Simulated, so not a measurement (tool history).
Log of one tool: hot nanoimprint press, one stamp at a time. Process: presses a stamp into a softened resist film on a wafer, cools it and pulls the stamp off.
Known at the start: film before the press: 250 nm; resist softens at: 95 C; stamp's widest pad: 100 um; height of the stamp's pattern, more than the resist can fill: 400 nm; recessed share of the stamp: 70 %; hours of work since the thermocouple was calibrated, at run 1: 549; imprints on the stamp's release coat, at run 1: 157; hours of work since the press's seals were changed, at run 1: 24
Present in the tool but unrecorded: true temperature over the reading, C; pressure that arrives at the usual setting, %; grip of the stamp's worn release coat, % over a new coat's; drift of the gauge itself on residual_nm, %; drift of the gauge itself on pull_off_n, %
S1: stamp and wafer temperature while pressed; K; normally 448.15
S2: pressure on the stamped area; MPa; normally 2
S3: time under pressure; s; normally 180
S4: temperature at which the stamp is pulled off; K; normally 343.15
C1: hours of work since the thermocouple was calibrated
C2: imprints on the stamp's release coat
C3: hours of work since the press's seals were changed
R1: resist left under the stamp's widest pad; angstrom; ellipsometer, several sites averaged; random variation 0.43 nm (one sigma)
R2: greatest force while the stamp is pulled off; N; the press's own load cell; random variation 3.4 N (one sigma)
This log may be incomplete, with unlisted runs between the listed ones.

run   hour      S1    S2   S3      S4   C1   C2   C3    R1   R2
  1      0  448.15     2  180  343.15  549  157   24   925  206
  2     11  448.15     2  123  343.15  556  183   31  1070  205
  3   16.6  448.15     2  180  343.15  560  196   35   923  203
  4   28.8  448.15     2  167  343.15  567  224   42   952  203
  5   38.5  448.15     2  167  343.15  573  247   49   948  208
  6   50.6  448.15     2  167  343.15  581  275   56   961  210
  7   58.5  448.15     2  180  342.15  586  294   61   928  206
  8   71.2  448.15     2  180  342.15  594  323   69   924  212
      77.7  -- plate thermocouple calibrated
  9   80.5  452.15     2  180  342.15    2  338   73   860  223
 10   86.2  439.15     2  180  342.15    5  351   77  1348  224
 11   95.3  439.15     2  180  342.15   11  372   82  1351  225
 12  105.2  448.15     2  180  348.15   17  395   89   989  191
 13  117.5  448.15     2  180  348.15   25  424   96   989  194
 14    129  448.15     2  180  348.15   32  451  104   991  195
 15  141.4  448.15     2  180  348.15   40  480  111  1000  193
 16    148  448.15     2  180  348.15   44  495  115   991  194
 17  157.8  456.15     2  180  335.15   50  518  122   748  259
 18  167.4  437.15  1.68  180  348.15   56  541  128  1531  196
 19  176.3  448.15  1.99  348  343.15   62  562  133   757  227
 20  186.5  450.15  1.26  168  346.15   68  585  140  1171  211
 21  192.2  450.15  1.26  168  346.15   72  599  143  1182  211
 22    202  454.15  1.81  160  346.15   78  621  149   878  211
 23  212.8  454.15  1.81  160  346.15   85  647  156   887  213
 24  221.8  441.15  1.81  160  330.15   90  668  162  1364  308
 25  227.8  440.15  1.81  160  330.15   94  682  166  1406  303
 26  235.8  440.15  2.64  160  330.15   99  700  171  1201  307
 27  246.2  448.15  2.49  180  344.15  106  725  177   882  223
 28  251.9  448.15  2.49  180  344.15  109  738  181   882  224
 29  264.1  448.15  2.49  180  344.15  117  766  188   883  224
 30    270  448.15     2  169  336.15  121  780  192  1004  278

Branching from run 30: 4 alternative next runs. What would each branch give?
  A   281  448.15    2  169  338.15  128  806  199   ?   ?
  B   281  448.15    2  270  343.15  128  806  199   ?   ?
  C   281  456.15    2  262  336.15  128  806  199   ?   ?
  D   281  441.15  1.9  180  335.15  128  806  199   ?   ?

run    R1   R2
  A  1005  260
  B   839  232
  C   632  274
  D  1277  282
Had the tool no hidden state, the same runs would have come out as:
run    R1   R2
  A  1008  230
  B   842  206
  C   633  243
  D  1282  250

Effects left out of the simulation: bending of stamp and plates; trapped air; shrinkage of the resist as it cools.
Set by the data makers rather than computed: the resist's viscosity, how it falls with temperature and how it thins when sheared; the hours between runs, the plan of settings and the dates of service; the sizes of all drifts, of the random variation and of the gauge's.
